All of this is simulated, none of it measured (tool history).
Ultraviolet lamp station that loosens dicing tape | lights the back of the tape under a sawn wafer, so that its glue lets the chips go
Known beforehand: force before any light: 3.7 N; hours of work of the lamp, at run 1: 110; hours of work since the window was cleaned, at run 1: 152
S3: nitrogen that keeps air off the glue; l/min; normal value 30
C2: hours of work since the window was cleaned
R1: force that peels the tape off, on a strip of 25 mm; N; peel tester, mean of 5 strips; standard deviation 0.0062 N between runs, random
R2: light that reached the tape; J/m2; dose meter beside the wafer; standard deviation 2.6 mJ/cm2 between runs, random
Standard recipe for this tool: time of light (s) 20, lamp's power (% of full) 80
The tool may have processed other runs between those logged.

{"run": 1, "hour": 0.0, "time of light (s)": 20, "lamp's power (% of full)": 80, "S3": 30, "hours of work of the lamp": 110, "C2": 152, "R1": 0.191, "R2": 3220}
{"run": 2, "hour": 10.3, "time of light (s)": 20, "lamp's power (% of full)": 80, "S3": 30, "hours of work of the lamp": 117, "C2": 159, "R1": 0.183, "R2": 3230}
{"run": 3, "hour": 15.2, "time of light (s)": 20, "lamp's power (% of full)": 80, "S3": 30, "hours of work of the lamp": 120, "C2": 162, "R1": 0.177, "R2": 3170}
{"run": 4, "hour": 22.6, "time of light (s)": 20, "lamp's power (% of full)": 80, "S3": 30, "hours of work of the lamp": 125, "C2": 167, "R1": 0.186, "R2": 3220}
{"run": 5, "hour": 32.4, "time of light (s)": 20, "lamp's power (% of full)": 80, "S3": 30, "hours of work of the lamp": 132, "C2": 174, "R1": 0.176, "R2": 3180}
{"run": 6, "hour": 38.3, "time of light (s)": 20, "lamp's power (% of full)": 64, "S3": 30, "hours of work of the lamp": 136, "C2": 178, "R1": 0.309, "R2": 2540}
{"run": 7, "hour": 49.5, "time of light (s)": 20, "lamp's power (% of full)": 64, "S3": 30, "hours of work of the lamp": 144, "C2": 186, "R1": 0.319, "R2": 2570}
{"run": 8, "hour": 58.0, "time of light (s)": 20, "lamp's power (% of full)": 69, "S3": 30, "hours of work of the lamp": 149, "C2": 191, "R1": 0.264, "R2": 2740}
{"run": 9, "hour": 66.9, "time of light (s)": 20, "lamp's power (% of full)": 69, "S3": 30, "hours of work of the lamp": 155, "C2": 197, "R1": 0.269, "R2": 2770}
{"run": 10, "hour": 77.8, "time of light (s)": 20, "lamp's power (% of full)": 80, "S3": 35, "hours of work of the lamp": 163, "C2": 205, "R1": 0.173, "R2": 3190}
{"run": 11, "hour": 83.2, "time of light (s)": 20, "lamp's power (% of full)": 80, "S3": 35, "hours of work of the lamp": 167, "C2": 209, "R1": 0.173, "R2": 3180}
{"run": 12, "hour": 88.7, "time of light (s)": 20, "lamp's power (% of full)": 80, "S3": 39, "hours of work of the lamp": 170, "C2": 212, "R1": 0.16, "R2": 3180}
{"run": 13, "hour": 100.1, "time of light (s)": 20, "lamp's power (% of full)": 80, "S3": 39, "hours of work of the lamp": 178, "C2": 220, "R1": 0.158, "R2": 3190}
{"run": 14, "hour": 110.6, "time of light (s)": 20, "lamp's power (% of full)": 80, "S3": 11, "hours of work of the lamp": 185, "C2": 227, "R1": 0.305, "R2": 3180}
{"run": 15, "hour": 119.6, "time of light (s)": 20, "lamp's power (% of full)": 80, "S3": 11, "hours of work of the lamp": 192, "C2": 234, "R1": 0.327, "R2": 3180}
{"run": 16, "hour": 130.2, "time of light (s)": 31, "lamp's power (% of full)": 81, "S3": 18, "hours of work of the lamp": 199, "C2": 241, "R1": 0.084, "R2": 5070}
{"run": 17, "hour": 139.2, "time of light (s)": 20, "lamp's power (% of full)": 71, "S3": 57, "hours of work of the lamp": 205, "C2": 247, "R1": 0.195, "R2": 2860}
{"run": 18, "hour": 148.2, "time of light (s)": 22, "lamp's power (% of full)": 71, "S3": 10, "hours of work of the lamp": 211, "C2": 253, "R1": 0.36, "R2": 3140}
{"run": 19, "hour": 154.3, "time of light (s)": 22, "lamp's power (% of full)": 67, "S3": 26, "hours of work of the lamp": 215, "C2": 257, "R1": 0.228, "R2": 2950}
{"run": 20, "hour": 163.8, "time of light (s)": 25, "lamp's power (% of full)": 86, "S3": 15, "hours of work of the lamp": 222, "C2": 264, "R1": 0.129, "R2": 4280}
{"run": 21, "hour": 168.6, "time of light (s)": 25, "lamp's power (% of full)": 67, "S3": 24, "hours of work of the lamp": 225, "C2": 267, "R1": 0.19, "R2": 3380}
{"run": 22, "hour": 178.6, "time of light (s)": 25, "lamp's power (% of full)": 67, "S3": 24, "hours of work of the lamp": 232, "C2": 274, "R1": 0.183, "R2": 3340}
{"run": 23, "hour": 187.3, "time of light (s)": 33, "lamp's power (% of full)": 83, "S3": 25, "hours of work of the lamp": 238, "C2": 280, "R1": 0.065, "R2": 5520}
{"run": 24, "hour": 194.5, "time of light (s)": 38, "lamp's power (% of full)": 83, "S3": 11, "hours of work of the lamp": 243, "C2": 285, "R1": 0.079, "R2": 6310}
{"run": 25, "hour": 202.6, "time of light (s)": 38, "lamp's power (% of full)": 83, "S3": 11, "hours of work of the lamp": 248, "C2": 290, "R1": 0.077, "R2": 6340}
{"run": 26, "hour": 207.6, "time of light (s)": 32, "lamp's power (% of full)": 63, "S3": 40, "hours of work of the lamp": 252, "C2": 294, "R1": 0.091, "R2": 4020}
{"run": 27, "hour": 213.9, "time of light (s)": 32, "lamp's power (% of full)": 63, "S3": 40, "hours of work of the lamp": 256, "C2": 298, "R1": 0.096, "R2": 4020}
{"run": 28, "hour": 219.8, "time of light (s)": 32, "lamp's power (% of full)": 63, "S3": 40, "hours of work of the lamp": 260, "C2": 302, "R1": 0.093, "R2": 4030}
{"run": 29, "hour": 227.0, "time of light (s)": 20, "lamp's power (% of full)": 80, "S3": 36, "hours of work of the lamp": 265, "C2": 307, "R1": 0.172, "R2": 3190}

3 options for the next run, each taken on its own from the tool as it stands now. Forecast them:
{"run": "A", "hour": 233.4, "time of light (s)": 15, "lamp's power (% of full)": 68, "S3": 20, "hours of work of the lamp": 269, "C2": 311, "R1": "?", "R2": "?"}
{"run": "B", "hour": 233.4, "time of light (s)": 21, "lamp's power (% of full)": 80, "S3": 25, "hours of work of the lamp": 269, "C2": 311, "R1": "?", "R2": "?"}
{"run": "C", "hour": 233.4, "time of light (s)": 29, "lamp's power (% of full)": 80, "S3": 36, "hours of work of the lamp": 269, "C2": 311, "R1": "?", "R2": "?"}

run=A R1=0.571 R2=2040
run=B R1=0.169 R2=3350
run=C R1=0.069 R2=4690
The same runs, with their run-to-run variation unchanged, on a tool lacking any hidden condition would have given:
run=A R1=0.57 R2=2040
run=B R1=0.169 R2=3360
run=C R1=0.069 R2=4690

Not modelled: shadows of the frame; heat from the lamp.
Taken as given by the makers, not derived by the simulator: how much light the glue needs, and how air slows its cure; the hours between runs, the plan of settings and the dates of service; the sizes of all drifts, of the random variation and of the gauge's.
